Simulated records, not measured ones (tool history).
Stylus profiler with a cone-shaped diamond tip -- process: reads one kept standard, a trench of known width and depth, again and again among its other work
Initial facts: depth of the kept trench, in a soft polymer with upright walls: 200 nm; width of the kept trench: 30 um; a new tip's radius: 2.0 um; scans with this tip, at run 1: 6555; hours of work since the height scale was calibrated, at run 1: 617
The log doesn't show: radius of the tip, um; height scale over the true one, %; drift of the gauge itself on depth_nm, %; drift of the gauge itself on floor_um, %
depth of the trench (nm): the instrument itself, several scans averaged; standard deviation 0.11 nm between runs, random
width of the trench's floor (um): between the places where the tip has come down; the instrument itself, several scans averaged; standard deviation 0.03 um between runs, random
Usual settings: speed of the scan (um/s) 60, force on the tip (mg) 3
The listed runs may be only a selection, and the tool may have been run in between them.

run,day,speed of the scan (um/s),force on the tip (mg),scans with this tip,hours of work since the height scale was calibrated,depth of the trench (nm),width of the trench's floor (um)
1,0,60,3,6555,617,202.05,27.72
2,4.971,60,3,7448,701,201.97,27.64
3,8.612,60,6.75,8102,763,203.82,27.6
4,11.225,45,6.75,8572,807,203.61,27.64
5,14.975,60,1.37,9246,870,200.88,27.4
6,18.758,60,1.37,9926,934,200.61,27.4
7,21.883,60,1.3,10488,987,200.8,27.36
# day 23.221: new tip fitted, height scale calibrated
8,25.117,174,3,340,32,202.61,27.83
9,27.804,60,3,824,78,202.67,28.01
10,33.817,229,3,1904,179,202.69,27.53
11,39.8,229,3,2979,280,202.49,27.52
12,43.454,229,3,3635,342,202.34,27.47
13,46.267,60,3,4141,390,202.23,27.84
14,50.583,60,3,4916,463,202.16,27.82
15,54.692,60,3,5655,532,202.03,27.74
16,59.7,126,3,6555,617,202.07,27.54
17,62.196,126,3,7003,659,202.01,27.47
18,67.433,75,3,7944,748,201.98,27.59
19,71.792,60,1.29,8727,822,200.67,27.44
20,75.971,60,1.29,9478,892,200.61,27.44
21,81.412,60,1.29,10456,984,200.56,27.37
# day 82.742: new tip fitted, height scale calibrated
22,84.25,62,3,272,26,202.44,28.11
23,86.862,62,3,741,70,202.5,28.07
24,90.283,140,3.04,1356,128,202.67,27.89
25,93.708,57,1.65,1972,186,201.47,27.96
26,96.788,101,2,2525,238,201.63,27.85
27,102.4,198,2.78,3533,333,201.97,27.56
28,105.658,198,2.78,4118,388,202.22,27.54
29,109.962,28,2.06,4892,461,201.66,27.89
30,114.867,28,2.06,5773,543,201.49,27.84
31,119.012,28,2.06,6518,614,201.49,27.8
32,123.112,149,2.06,7255,683,201.24,27.43
33,126.792,149,2.06,7916,745,201.12,27.41
34,131.438,149,2.06,8751,824,201.21,27.36
35,135.533,178,3.53,9487,893,202.01,27.3
36,141.421,129,5.57,10545,993,202.89,27.41
# day 142.35: new tip fitted, height scale calibrated
37,144.254,129,3.13,342,32,202.72,27.94
38,148.025,129,3.13,1019,96,202.59,27.98
39,151.575,82,5.36,1657,156,203.76,28.02
40,156.567,82,5.36,2554,240,203.56,27.96
41,159.333,82,5.36,3051,287,203.51,27.89
42,162.217,152,1.31,3569,336,201.27,27.51
43,168.262,152,1.31,4655,438,200.99,27.42
44,170.821,185,3.23,5115,482,202.42,27.52
45,176.129,73,1.09,6070,571,200.76,27.63
46,180.612,32,5.19,6875,647,203.22,27.79

What if the next run were any one of these 4? Each begins from the tool's condition after run 46:
A,184.583,133,3.64,7588,714,?,?
B,184.583,34,4.24,7588,714,?,?
C,184.583,61,4.82,7588,714,?,?
D,184.583,15,1.69,7588,714,?,?

run,depth of the trench (nm),width of the trench's floor (um)
A,202.18,27.49
B,202.73,27.74
C,202.73,27.68
D,201.06,27.75
With no hidden state in the tool, these same runs would have given:
run,depth of the trench (nm),width of the trench's floor (um)
A,202.91,27.95
B,203.47,28.2
C,203.47,28.15
D,201.78,28.21
